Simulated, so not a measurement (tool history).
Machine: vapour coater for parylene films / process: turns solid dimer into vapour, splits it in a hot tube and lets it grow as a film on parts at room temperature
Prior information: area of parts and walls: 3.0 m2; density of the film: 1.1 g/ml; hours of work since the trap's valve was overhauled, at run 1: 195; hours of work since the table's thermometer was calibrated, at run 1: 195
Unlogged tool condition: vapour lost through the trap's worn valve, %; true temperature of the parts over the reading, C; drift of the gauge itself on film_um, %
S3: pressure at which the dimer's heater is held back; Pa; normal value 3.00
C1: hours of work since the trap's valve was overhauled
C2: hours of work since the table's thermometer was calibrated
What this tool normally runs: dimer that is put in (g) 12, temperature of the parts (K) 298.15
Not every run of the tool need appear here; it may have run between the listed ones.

{"run": 1, "hour": 0.0, "dimer that is put in (g)": 12, "temperature of the parts (K)": 298.15, "S3": 3.0, "C1": 195, "C2": 195, "thickness of the film (nm)": 2300}
{"run": 2, "hour": 27.7, "dimer that is put in (g)": 12, "temperature of the parts (K)": 298.15, "S3": 3.0, "C1": 218, "C2": 218, "thickness of the film (nm)": 2220}
{"run": 3, "hour": 51.1, "dimer that is put in (g)": 12, "temperature of the parts (K)": 298.15, "S3": 3.0, "C1": 238, "C2": 238, "thickness of the film (nm)": 2190}
{"run": 4, "hour": 75.6, "dimer that is put in (g)": 12, "temperature of the parts (K)": 298.15, "S3": 3.0, "C1": 258, "C2": 258, "thickness of the film (nm)": 2180}
{"run": 5, "hour": 107.6, "dimer that is put in (g)": 12, "temperature of the parts (K)": 298.15, "S3": 3.0, "C1": 285, "C2": 285, "thickness of the film (nm)": 2200}
{"run": 6, "hour": 137.9, "dimer that is put in (g)": 12, "temperature of the parts (K)": 298.15, "S3": 3.0, "C1": 311, "C2": 311, "thickness of the film (nm)": 2130}
{"run": 7, "hour": 182.5, "dimer that is put in (g)": 12, "temperature of the parts (K)": 291.15, "S3": 3.0, "C1": 349, "C2": 349, "thickness of the film (nm)": 2590}
{"run": 8, "hour": 212.7, "dimer that is put in (g)": 12, "temperature of the parts (K)": 291.15, "S3": 3.0, "C1": 374, "C2": 374, "thickness of the film (nm)": 2580}
{"hour": 247.1, "done": "trap's valve overhauled"}
{"run": 9, "hour": 258.1, "dimer that is put in (g)": 12, "temperature of the parts (K)": 298.15, "S3": 2.86, "C1": 9, "C2": 409, "thickness of the film (nm)": 2390}
{"run": 10, "hour": 283.0, "dimer that is put in (g)": 12, "temperature of the parts (K)": 298.15, "S3": 2.86, "C1": 30, "C2": 430, "thickness of the film (nm)": 2390}
{"run": 11, "hour": 329.0, "dimer that is put in (g)": 12, "temperature of the parts (K)": 298.15, "S3": 3.0, "C1": 69, "C2": 469, "thickness of the film (nm)": 2330}
{"run": 12, "hour": 366.2, "dimer that is put in (g)": 12, "temperature of the parts (K)": 298.15, "S3": 3.0, "C1": 101, "C2": 500, "thickness of the film (nm)": 2340}
{"run": 13, "hour": 417.7, "dimer that is put in (g)": 21, "temperature of the parts (K)": 298.15, "S3": 3.0, "C1": 144, "C2": 544, "thickness of the film (nm)": 4010}
{"run": 14, "hour": 458.4, "dimer that is put in (g)": 21, "temperature of the parts (K)": 298.15, "S3": 3.0, "C1": 178, "C2": 578, "thickness of the film (nm)": 3940}
{"run": 15, "hour": 508.1, "dimer that is put in (g)": 21, "temperature of the parts (K)": 298.15, "S3": 3.0, "C1": 220, "C2": 620, "thickness of the film (nm)": 3920}
{"run": 16, "hour": 558.7, "dimer that is put in (g)": 5, "temperature of the parts (K)": 300.15, "S3": 5.03, "C1": 263, "C2": 663, "thickness of the film (nm)": 750}
{"run": 17, "hour": 603.9, "dimer that is put in (g)": 17, "temperature of the parts (K)": 300.15, "S3": 8.46, "C1": 301, "C2": 701, "thickness of the film (nm)": 2430}
{"run": 18, "hour": 640.8, "dimer that is put in (g)": 11, "temperature of the parts (K)": 293.15, "S3": 4.65, "C1": 332, "C2": 732, "thickness of the film (nm)": 2140}
{"run": 19, "hour": 663.4, "dimer that is put in (g)": 11, "temperature of the parts (K)": 293.15, "S3": 4.65, "C1": 351, "C2": 751, "thickness of the film (nm)": 2100}
{"run": 20, "hour": 709.4, "dimer that is put in (g)": 6, "temperature of the parts (K)": 292.15, "S3": 10.55, "C1": 390, "C2": 790, "thickness of the film (nm)": 990}
{"hour": 723.9, "done": "trap's valve overhauled"}
{"run": 21, "hour": 764.6, "dimer that is put in (g)": 9, "temperature of the parts (K)": 302.15, "S3": 8.62, "C1": 34, "C2": 833, "thickness of the film (nm)": 1320}
{"run": 22, "hour": 814.1, "dimer that is put in (g)": 12, "temperature of the parts (K)": 303.15, "S3": 4.26, "C1": 76, "C2": 875, "thickness of the film (nm)": 1960}
{"run": 23, "hour": 855.4, "dimer that is put in (g)": 12, "temperature of the parts (K)": 303.15, "S3": 4.26, "C1": 111, "C2": 910, "thickness of the film (nm)": 1890}
{"run": 24, "hour": 907.0, "dimer that is put in (g)": 11, "temperature of the parts (K)": 298.15, "S3": 3.0, "C1": 155, "C2": 953, "thickness of the film (nm)": 2080}
{"run": 25, "hour": 944.9, "dimer that is put in (g)": 9, "temperature of the parts (K)": 298.15, "S3": 3.0, "C1": 187, "C2": 985, "thickness of the film (nm)": 1640}
{"run": 26, "hour": 977.9, "dimer that is put in (g)": 12, "temperature of the parts (K)": 301.15, "S3": 6.17, "C1": 214, "C2": 1013, "thickness of the film (nm)": 1870}
{"run": 27, "hour": 1028.7, "dimer that is put in (g)": 13, "temperature of the parts (K)": 298.15, "S3": 6.06, "C1": 257, "C2": 1056, "thickness of the film (nm)": 2170}
{"run": 28, "hour": 1078.8, "dimer that is put in (g)": 7, "temperature of the parts (K)": 298.15, "S3": 5.89, "C1": 300, "C2": 1099, "thickness of the film (nm)": 1140}

Each row is a separate what-if for the run after 28, all from the same tool condition, not one after another. Results?
{"run": "A", "hour": 1105.6, "dimer that is put in (g)": 10, "temperature of the parts (K)": 292.15, "S3": 5.89, "C1": 322, "C2": 1121, "thickness of the film (nm)": "?"}
{"run": "B", "hour": 1105.6, "dimer that is put in (g)": 7, "temperature of the parts (K)": 298.15, "S3": 3.0, "C1": 322, "C2": 1121, "thickness of the film (nm)": "?"}
{"run": "C", "hour": 1105.6, "dimer that is put in (g)": 7, "temperature of the parts (K)": 303.15, "S3": 5.89, "C1": 322, "C2": 1121, "thickness of the film (nm)": "?"}

run=A thickness_of_the_film_(nm)=1910
run=B thickness_of_the_film_(nm)=1270
run=C thickness_of_the_film_(nm)=980
Stripped of hidden state, with their random variation kept, the same runs would have yielded:
run=A thickness_of_the_film_(nm)=2080
run=B thickness_of_the_film_(nm)=1380
run=C thickness_of_the_film_(nm)=1070
